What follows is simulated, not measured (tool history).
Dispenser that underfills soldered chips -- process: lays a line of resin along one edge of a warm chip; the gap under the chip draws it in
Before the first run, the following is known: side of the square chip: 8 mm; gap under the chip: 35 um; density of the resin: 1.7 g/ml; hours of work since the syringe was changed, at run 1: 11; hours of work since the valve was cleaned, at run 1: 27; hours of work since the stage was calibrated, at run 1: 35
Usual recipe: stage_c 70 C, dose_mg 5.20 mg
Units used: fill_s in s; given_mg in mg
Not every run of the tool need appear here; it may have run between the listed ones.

run	hour	stage_c	dose_mg	hours of work since the syringe was changed	hours of work since the valve was cleaned	hours of work since the stage was calibrated	fill_s	given_mg
1	0.0	70	5.20	11	27	35	90.1	5.07
# hour 0.5: new syringe of resin
2	3.4	70	5.20	2	30	37	43.8	5.08
3	5.7	85	5.20	3	31	38	27.9	5.06
4	10.4	70	5.20	6	34	41	63.9	5.04
5	15.0	70	5.20	10	37	44	82.0	5.07
6	17.4	73	5.20	11	39	46	81.8	5.03
# hour 17.9: new syringe of resin
7	21.6	62	5.20	2	41	48	65.0	5.03
8	25.1	62	5.20	5	44	51	76.8	5.03
9	27.1	62	5.20	6	45	52	85.0	5.02
# hour 29.1: dispensing valve cleaned and set on the balance
10	30.6	70	5.20	8	1	54	66.8	5.18
11	33.0	70	5.20	9	3	55	77.6	5.15
# hour 36.3: new syringe of resin
12	37.6	83	5.20	1	5	58	23.2	5.17
13	41.7	70	5.20	4	8	61	49.9	5.13
14	43.7	59	4.82	5	9	62	90.0	4.77
15	46.1	59	4.82	6	11	64	101.3	4.77
16	48.2	81	4.82	8	12	65	45.2	4.74
17	50.1	74	5.69	9	14	66	63.5	5.63
# hour 53.7: new syringe of resin
18	54.8	74	5.69	1	17	69	32.2	5.59
19	57.4	56	5.40	2	18	71	81.1	5.29
20	60.6	56	5.40	4	20	73	97.8	5.28
21	63.6	57	6.36	7	22	75	106.3	6.23
22	66.9	57	6.36	9	24	77	125.3	6.22
23	70.4	57	6.36	11	27	79	151.0	6.21
# hour 71.3: new syringe of resin
24	74.3	57	6.36	2	29	82	74.1	6.18
25	77.3	57	6.36	4	31	84	87.2	6.18
26	79.7	57	6.36	6	33	85	98.9	6.19

How the hidden state differs across the entries between the runs, from the last listed run before each to the first after it:
Between runs 1 and 2: new syringe of resin (hour 0.5)
  resin's viscosity, % of fresh resin's: 242.9 -> 118.1; dose that the valve gives, % of what is set: 97.69 -> 97.54; true chip temperature over the reading, C: 0.02 -> 0.03
  what was measured, less what the result would be without the hidden state, fill_s: +53.4 -> +6.9 s; given_mg: -0.12 -> -0.12 mg
Between runs 6 and 7: new syringe of resin (hour 17.9)
  resin's viscosity, % of fresh resin's: 247.5 -> 120.8; dose that the valve gives, % of what is set: 96.87 -> 96.67; true chip temperature over the reading, C: 0.08 -> 0.09
  what was measured, less what the result would be without the hidden state, fill_s: +48.9 -> +11.5 s; given_mg: -0.17 -> -0.18 mg
Between runs 9 and 10: dispensing valve cleaned and set on the balance (hour 29.1)
  resin's viscosity, % of fresh resin's: 161.7 -> 184.4; dose that the valve gives, % of what is set: 96.41 -> 99.42; true chip temperature over the reading, C: 0.11 -> 0.12
  what was measured, less what the result would be without the hidden state, fill_s: +32.6 -> +30.7 s; given_mg: -0.19 -> -0.03 mg
Between runs 11 and 12: new syringe of resin (hour 36.3)
  resin's viscosity, % of fresh resin's: 209.4 -> 107.2; dose that the valve gives, % of what is set: 99.3 -> 99.1; true chip temperature over the reading, C: 0.13 -> 0.14
  what was measured, less what the result would be without the hidden state, fill_s: +40.3 -> +1.5 s; given_mg: -0.04 -> -0.04 mg
Between runs 17 and 18: new syringe of resin (hour 53.7)
  resin's viscosity, % of fresh resin's: 208.2 -> 106.5; dose that the valve gives, % of what is set: 98.47 -> 98.26; true chip temperature over the reading, C: 0.19 -> 0.2
  what was measured, less what the result would be without the hidden state, fill_s: +33.0 -> +1.8 s; given_mg: -0.08 -> -0.10 mg
Between runs 23 and 24: new syringe of resin (hour 71.3)
  resin's viscosity, % of fresh resin's: 242.8 -> 118.7; dose that the valve gives, % of what is set: 97.52 -> 97.33; true chip temperature over the reading, C: 0.25 -> 0.27
  what was measured, less what the result would be without the hidden state, fill_s: +88.0 -> +11.1 s; given_mg: -0.16 -> -0.17 mg
